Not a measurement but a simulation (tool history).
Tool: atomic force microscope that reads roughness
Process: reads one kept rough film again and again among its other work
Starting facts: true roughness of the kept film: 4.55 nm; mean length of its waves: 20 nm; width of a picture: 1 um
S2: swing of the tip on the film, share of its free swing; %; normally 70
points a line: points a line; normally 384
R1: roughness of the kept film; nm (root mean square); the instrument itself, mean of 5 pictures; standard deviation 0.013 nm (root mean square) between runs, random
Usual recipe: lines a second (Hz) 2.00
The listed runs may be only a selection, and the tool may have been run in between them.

run 1 hour=0.0 | lines_a_second_(Hz)=2.00 S2=70 points_a_line=384 | R1=3.061
run 2 hour=24.9 | lines_a_second_(Hz)=2.00 S2=70 points_a_line=384 | R1=3.056
run 3 hour=46.2 | lines_a_second_(Hz)=2.00 S2=70 points_a_line=384 | R1=3.026
run 4 hour=71.0 | lines_a_second_(Hz)=2.00 S2=70 points_a_line=384 | R1=3.076
run 5 hour=87.3 | lines_a_second_(Hz)=2.00 S2=70 points_a_line=384 | R1=3.041
run 6 hour=113.2 | lines_a_second_(Hz)=2.00 S2=70 points_a_line=384 | R1=3.044
run 7 hour=134.4 | lines_a_second_(Hz)=2.00 S2=70 points_a_line=384 | R1=3.043
run 8 hour=154.1 | lines_a_second_(Hz)=2.00 S2=70 points_a_line=384 | R1=3.048
-- hour=163.3 new tip fitted
run 9 hour=165.7 | lines_a_second_(Hz)=2.00 S2=70 points_a_line=384 | R1=3.075
run 10 hour=187.2 | lines_a_second_(Hz)=2.00 S2=70 points_a_line=384 | R1=3.072
run 11 hour=207.6 | lines_a_second_(Hz)=1.38 S2=80 points_a_line=384 | R1=3.005
run 12 hour=219.3 | lines_a_second_(Hz)=1.38 S2=80 points_a_line=764 | R1=3.067
run 13 hour=237.5 | lines_a_second_(Hz)=1.38 S2=80 points_a_line=764 | R1=3.034
run 14 hour=261.0 | lines_a_second_(Hz)=2.00 S2=86 points_a_line=574 | R1=2.758
run 15 hour=281.2 | lines_a_second_(Hz)=1.58 S2=70 points_a_line=404 | R1=3.137
run 16 hour=297.9 | lines_a_second_(Hz)=1.55 S2=90 points_a_line=384 | R1=2.760
run 17 hour=318.9 | lines_a_second_(Hz)=2.00 S2=64 points_a_line=384 | R1=3.161
run 18 hour=344.5 | lines_a_second_(Hz)=2.00 S2=64 points_a_line=384 | R1=3.164
run 19 hour=367.1 | lines_a_second_(Hz)=2.00 S2=64 points_a_line=384 | R1=3.138
run 20 hour=386.1 | lines_a_second_(Hz)=0.54 S2=73 points_a_line=384 | R1=3.250

Forecast each of these 5 alternatives for the next run:
run A hour=406.5 | lines_a_second_(Hz)=3.21 S2=57 points_a_line=384 | R1=?
run B hour=406.5 | lines_a_second_(Hz)=2.09 S2=83 points_a_line=505 | R1=?
run C hour=406.5 | lines_a_second_(Hz)=3.42 S2=57 points_a_line=384 | R1=?
run D hour=406.5 | lines_a_second_(Hz)=1.08 S2=70 points_a_line=355 | R1=?
run E hour=406.5 | lines_a_second_(Hz)=1.16 S2=66 points_a_line=637 | R1=?

run=A R1=3.128
run=B R1=2.803
run=C R1=3.113
run=D R1=3.188
run=E R1=3.254
Without the tool's hidden state the same runs would have given:
run=A R1=3.142
run=B R1=2.815
run=C R1=3.127
run=D R1=3.202
run=E R1=3.268
